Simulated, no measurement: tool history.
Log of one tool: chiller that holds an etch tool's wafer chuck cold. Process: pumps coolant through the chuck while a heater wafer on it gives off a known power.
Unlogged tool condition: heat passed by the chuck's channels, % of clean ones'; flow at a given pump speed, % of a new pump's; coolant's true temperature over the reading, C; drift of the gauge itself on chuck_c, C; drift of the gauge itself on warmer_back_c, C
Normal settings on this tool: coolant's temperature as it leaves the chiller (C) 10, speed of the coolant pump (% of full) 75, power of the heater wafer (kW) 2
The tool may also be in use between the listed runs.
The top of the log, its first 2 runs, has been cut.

| run | hour | coolant's temperature as it leaves the chiller (C) | speed of the coolant pump (% of full) | power of the heater wafer (kW) | hours since the coolant was changed and the channels were flushed | hours since the pump was overhauled | hours since the chiller's thermometer was calibrated | chuck's temperature once it has settled (C) | how much warmer the coolant comes back (C) |
|---|---|---|---|---|---|---|---|---|---|
| 3 | 51.4 | 17 | 75 | 2 | 452 | 1085 | 5180 | 31.1 | 5.9 |
| 4 | 93.5 | 17 | 75 | 2 | 494 | 1127 | 5222 | 31.2 | 5.93 |
| 5 | 124.1 | 10 | 75 | 2 | 525 | 1158 | 5253 | 24 | 5.94 |
| 6 | 159.6 | 10 | 75 | 2 | 561 | 1193 | 5288 | 24.3 | 5.93 |
| 7 | 203.3 | 10 | 75 | 2 | 604 | 1237 | 5332 | 24.2 | 5.98 |
| 8 | 235.2 | 10 | 75 | 2 | 636 | 1269 | 5364 | 24.2 | 5.96 |
| 9 | 265.3 | 10 | 64 | 2 | 666 | 1299 | 5394 | 26.3 | 7.02 |
| 10 | 310.5 | 10 | 64 | 2 | 711 | 1344 | 5439 | 26.1 | 7 |
| 11 | 359.5 | 10 | 64 | 2 | 760 | 1393 | 5488 | 26.6 | 6.96 |
| 12 | 401.2 | 10 | 75 | 2.298 | 802 | 1435 | 5530 | 26.5 | 6.94 |
| 13 | 446.7 | 10 | 75 | 2.298 | 848 | 1480 | 5575 | 26.3 | 6.86 |
| 14 | 479.8 | 10 | 75 | 2.298 | 881 | 1514 | 5608 | 26.2 | 6.74 |
| 15 | 529.7 | 10 | 75 | 2.298 | 931 | 1563 | 5658 | 26.6 | 6.87 |
| 16 | 557.2 | 10 | 75 | 2 | 958 | 1591 | 5686 | 24.1 | 5.99 |
| 17 | 596.7 | 1 | 85 | 1.687 | 998 | 1630 | 5725 | 11.5 | 4.49 |
| 18 | 646.1 | 11 | 89 | 1.656 | 1047 | 1680 | 5774 | 21.1 | 4.12 |
| 19 | 670.4 | 19 | 89 | 2.123 | 1071 | 1704 | 5799 | 31.9 | 5.37 |
| 20 | 704.4 | 6 | 67 | 2.136 | 1105 | 1738 | 5833 | 22.9 | 7.17 |

What will run 21 give?
|  | 752.9 | chiller's thermometer calibrated |
| 21 | 757.5 | 14 | 63 | 2.888 | 1157 | 1790 | 5 | ? | ? |

Run 21 came out at chuck's temperature once it has settled (C) 39.1, how much warmer the coolant comes back (C) 10.31.
Were there no unlogged condition in the tool, this run, its random variation unchanged, would have produced chuck's temperature once it has settled (C) 38.2, how much warmer the coolant comes back (C) 10.
